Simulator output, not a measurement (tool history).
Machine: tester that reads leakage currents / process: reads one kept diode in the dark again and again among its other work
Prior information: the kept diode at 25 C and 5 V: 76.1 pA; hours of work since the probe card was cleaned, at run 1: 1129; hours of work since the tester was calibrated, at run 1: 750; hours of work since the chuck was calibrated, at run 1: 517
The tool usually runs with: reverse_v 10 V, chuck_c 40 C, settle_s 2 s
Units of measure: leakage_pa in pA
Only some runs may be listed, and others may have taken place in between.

run   hour  reverse_v  chuck_c  settle_s  hours of work since the probe card was cleaned  hours of work since the tester was calibrated  hours of work since the chuck was calibrated  leakage_pa
  1      0         10       40         2                                            1129                                            750                                           517      271.89
  2   21.1         10       50         2                                            1143                                            764                                           531      521.92
  3   40.7         10       40      2.75                                            1156                                            776                                           543      270.83
  4   54.1         10       32         2                                            1164                                            785                                           552      156.66
  5   82.1         10       32         2                                            1182                                            803                                           570      155.23
  6     98         10       32         2                                            1192                                            813                                           580      155.69
  7  112.3        9.5       47      2.96                                            1202                                            822                                           589      421.12
  8  132.2        9.5       47      2.96                                            1214                                            835                                           602      417.39
  9  158.6        6.7       40      0.33                                            1231                                            852                                           619      233.62
 10  177.5        1.6       23      4.02                                            1243                                            864                                           631       41.71

Branching from run 10: 3 alternative next runs. What would each branch give?
  A   206         10       36         2                                            1262                                            882                                           649           ?
  B   206         10       27      7.53                                            1262                                            882                                           649           ?
  C   206         10       26      0.98                                            1262                                            882                                           649           ?

run  leakage_pa
  A      203.06
  B      109.02
  C      102.32
What these runs would have given with no unlogged condition in the tool:
run  leakage_pa
  A       214.9
  B      111.96
  C      104.53

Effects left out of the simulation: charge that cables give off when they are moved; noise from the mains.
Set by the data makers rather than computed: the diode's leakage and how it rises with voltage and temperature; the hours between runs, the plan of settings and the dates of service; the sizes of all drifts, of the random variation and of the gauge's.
